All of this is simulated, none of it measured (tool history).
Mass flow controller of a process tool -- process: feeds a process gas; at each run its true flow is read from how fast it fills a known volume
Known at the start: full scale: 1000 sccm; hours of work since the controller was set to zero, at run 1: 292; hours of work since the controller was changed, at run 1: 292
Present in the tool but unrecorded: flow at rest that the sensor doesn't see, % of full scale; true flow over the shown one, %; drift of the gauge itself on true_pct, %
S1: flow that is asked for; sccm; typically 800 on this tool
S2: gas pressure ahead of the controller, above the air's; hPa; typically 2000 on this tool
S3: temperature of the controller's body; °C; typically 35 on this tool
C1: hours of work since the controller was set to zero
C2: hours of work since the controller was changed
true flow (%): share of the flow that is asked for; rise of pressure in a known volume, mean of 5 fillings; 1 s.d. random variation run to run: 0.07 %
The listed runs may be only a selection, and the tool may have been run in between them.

{"run": 1, "hour": 0.0, "S1": 800, "S2": 2000, "S3": 35, "C1": 292, "C2": 292, "true flow (%)": 99.34}
{"run": 2, "hour": 69.0, "S1": 800, "S2": 2000, "S3": 35, "C1": 317, "C2": 317, "true flow (%)": 99.48}
{"run": 3, "hour": 177.2, "S1": 800, "S2": 2220, "S3": 35, "C1": 355, "C2": 355, "true flow (%)": 99.17}
{"run": 4, "hour": 240.7, "S1": 800, "S2": 2220, "S3": 24, "C1": 378, "C2": 378, "true flow (%)": 99.76}
{"run": 5, "hour": 345.0, "S1": 800, "S2": 2220, "S3": 24, "C1": 415, "C2": 415, "true flow (%)": 99.75}
{"run": 6, "hour": 444.1, "S1": 800, "S2": 2220, "S3": 24, "C1": 451, "C2": 451, "true flow (%)": 99.66}
{"run": 7, "hour": 575.8, "S1": 800, "S2": 2220, "S3": 24, "C1": 498, "C2": 498, "true flow (%)": 99.53}
{"run": 8, "hour": 647.9, "S1": 800, "S2": 2220, "S3": 24, "C1": 524, "C2": 524, "true flow (%)": 99.52}
{"run": 9, "hour": 709.8, "S1": 800, "S2": 2220, "S3": 24, "C1": 546, "C2": 546, "true flow (%)": 99.62}
{"run": 10, "hour": 805.3, "S1": 800, "S2": 2000, "S3": 33, "C1": 580, "C2": 580, "true flow (%)": 99.2}
{"run": 11, "hour": 902.3, "S1": 800, "S2": 2000, "S3": 21, "C1": 615, "C2": 615, "true flow (%)": 99.62}
{"run": 12, "hour": 1033.6, "S1": 800, "S2": 2000, "S3": 21, "C1": 662, "C2": 662, "true flow (%)": 99.65}
{"run": 13, "hour": 1125.4, "S1": 800, "S2": 2000, "S3": 21, "C1": 694, "C2": 694, "true flow (%)": 99.59}
{"run": 14, "hour": 1195.4, "S1": 800, "S2": 2020, "S3": 21, "C1": 719, "C2": 719, "true flow (%)": 99.5}
{"run": 15, "hour": 1308.6, "S1": 800, "S2": 2000, "S3": 30, "C1": 760, "C2": 760, "true flow (%)": 99.16}
{"run": 16, "hour": 1421.7, "S1": 800, "S2": 1480, "S3": 30, "C1": 800, "C2": 800, "true flow (%)": 99.07}
{"run": 17, "hour": 1506.5, "S1": 800, "S2": 1480, "S3": 30, "C1": 831, "C2": 831, "true flow (%)": 99.12}
{"run": 18, "hour": 1570.6, "S1": 758, "S2": 2000, "S3": 29, "C1": 853, "C2": 853, "true flow (%)": 99.11}
{"run": 19, "hour": 1643.4, "S1": 734, "S2": 1900, "S3": 27, "C1": 880, "C2": 880, "true flow (%)": 99.17}
{"run": 20, "hour": 1739.7, "S1": 734, "S2": 1900, "S3": 27, "C1": 914, "C2": 914, "true flow (%)": 99.06}
{"run": 21, "hour": 1863.6, "S1": 734, "S2": 1900, "S3": 27, "C1": 958, "C2": 958, "true flow (%)": 99.06}
{"run": 22, "hour": 1994.1, "S1": 734, "S2": 1900, "S3": 27, "C1": 1005, "C2": 1005, "true flow (%)": 98.92}
{"run": 23, "hour": 2124.1, "S1": 151, "S2": 1870, "S3": 22, "C1": 1051, "C2": 1051, "true flow (%)": 98.59}
{"run": 24, "hour": 2242.3, "S1": 205, "S2": 2250, "S3": 29, "C1": 1094, "C2": 1094, "true flow (%)": 98.31}
{"run": 25, "hour": 2307.2, "S1": 800, "S2": 1840, "S3": 20, "C1": 1117, "C2": 1117, "true flow (%)": 99.15}
{"run": 26, "hour": 2433.2, "S1": 694, "S2": 2580, "S3": 25, "C1": 1162, "C2": 1162, "true flow (%)": 98.73}
{"run": 27, "hour": 2549.3, "S1": 800, "S2": 2000, "S3": 35, "C1": 1203, "C2": 1203, "true flow (%)": 98.46}
{"run": 28, "hour": 2673.3, "S1": 425, "S2": 2000, "S3": 34, "C1": 1248, "C2": 1248, "true flow (%)": 98.13}
{"run": 29, "hour": 2742.0, "S1": 227, "S2": 2150, "S3": 31, "C1": 1272, "C2": 1272, "true flow (%)": 97.99}
{"run": 30, "hour": 2874.8, "S1": 800, "S2": 1490, "S3": 20, "C1": 1320, "C2": 1320, "true flow (%)": 99.08}
{"run": 31, "hour": 2942.0, "S1": 800, "S2": 1490, "S3": 20, "C1": 1344, "C2": 1344, "true flow (%)": 99.26}
{"run": 32, "hour": 3024.6, "S1": 800, "S2": 1490, "S3": 20, "C1": 1373, "C2": 1373, "true flow (%)": 99.07}
{"run": 33, "hour": 3141.2, "S1": 800, "S2": 1750, "S3": 20, "C1": 1415, "C2": 1415, "true flow (%)": 98.99}

Each run again, without the hidden state but with its own random variation kept:
run=1 true_flow_(%)=99.34
run=2 true_flow_(%)=99.50
run=3 true_flow_(%)=99.23
run=4 true_flow_(%)=99.84
run=5 true_flow_(%)=99.87
run=6 true_flow_(%)=99.82
run=7 true_flow_(%)=99.73
run=8 true_flow_(%)=99.75
run=9 true_flow_(%)=99.86
run=10 true_flow_(%)=99.48
run=11 true_flow_(%)=99.94
run=12 true_flow_(%)=100.01
run=13 true_flow_(%)=99.99
run=14 true_flow_(%)=99.93
run=15 true_flow_(%)=99.62
run=16 true_flow_(%)=99.57
run=17 true_flow_(%)=99.65
run=18 true_flow_(%)=99.66
run=19 true_flow_(%)=99.75
run=20 true_flow_(%)=99.67
run=21 true_flow_(%)=99.71
run=22 true_flow_(%)=99.62
run=23 true_flow_(%)=99.33
run=24 true_flow_(%)=99.09
run=25 true_flow_(%)=99.97
run=26 true_flow_(%)=99.59
run=27 true_flow_(%)=99.36
run=28 true_flow_(%)=99.06
run=29 true_flow_(%)=98.94
run=30 true_flow_(%)=100.10
run=31 true_flow_(%)=100.30
run=32 true_flow_(%)=100.14
run=33 true_flow_(%)=100.10
